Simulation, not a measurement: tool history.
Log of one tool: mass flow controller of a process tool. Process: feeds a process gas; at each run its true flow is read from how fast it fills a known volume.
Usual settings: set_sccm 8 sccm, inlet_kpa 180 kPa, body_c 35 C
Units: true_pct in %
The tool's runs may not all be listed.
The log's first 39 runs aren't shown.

run	day	set_sccm	inlet_kpa	body_c	hours of work since the controller was set to zero	hours of work since the controller was changed	true_pct
40	131.704	4	269	37	445	445	96.03
41	134.967	4	269	37	506	506	96.03
42	139.504	3	180	35	590	590	96.03
43	141.742	5	180	30	631	631	96.91
44	146.221	5	180	30	714	714	97.01
45	148.558	8	197	31	757	757	97.48
46	151.479	8	197	31	811	811	97.56
47	155.217	8	244	31	880	880	97.55

5 ways to go on from here, each from the tool as it stands after run 47. What would each give?
A	159.317	5	271	30	956	956	?
B	159.317	6	199	38	956	956	?
C	159.317	8	180	30	956	956	?
D	159.317	8	149	20	956	956	?
E	159.317	9	278	35	956	956	?

run	true_pct
A	96.93
B	96.32
C	97.68
D	98.62
E	97.17
Without the tool's hidden state the same runs would have given:
run	true_pct
A	97.04
B	96.36
C	97.63
D	98.58
E	97.10
